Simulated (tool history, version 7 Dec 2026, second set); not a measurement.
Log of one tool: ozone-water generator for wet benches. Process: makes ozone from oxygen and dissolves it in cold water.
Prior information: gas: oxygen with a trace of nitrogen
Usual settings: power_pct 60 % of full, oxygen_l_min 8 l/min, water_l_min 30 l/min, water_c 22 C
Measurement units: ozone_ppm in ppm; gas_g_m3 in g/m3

run   hour  power_pct  oxygen_l_min  water_l_min  water_c  ozone_ppm  gas_g_m3
  1      0         60             8           30       22       23.4     235.8
  2   20.3         60             8           30       22       23.5     234.6
  3   41.9         60             8           30       14         26       234
  4   62.1         80             8           30       14       34.1     310.6
  5   80.3         80             8           30       14       34.3     306.1
  6  102.4         80             8           30       14       34.3     307.8
  7  136.8         80             8           30       21       30.8       308
  8  161.4         80             8           30       21       30.9     310.1
  9  190.7         80          9.76           30       21       30.9     281.9
 10  216.8         80          9.76           30       21       30.7     280.5
 11  247.9         80             8           31       16       32.2     305.9
 12  263.5         51           5.4           30       22       19.4     247.3
 13  281.4         57          5.68           27       15       25.9     264.9
 14  299.1         57          5.68           27       15       26.3     265.7

Forecast run 15:
 15  336.5         57          5.68           27       15          ?         ?

{"run 15": {"ozone_ppm": 26.3, "gas_g_m3": 264.5}}
The same run, on a tool lacking any hidden state, would have yielded ozone_ppm 26.3 ppm, gas_g_m3 264.5 g/m3.
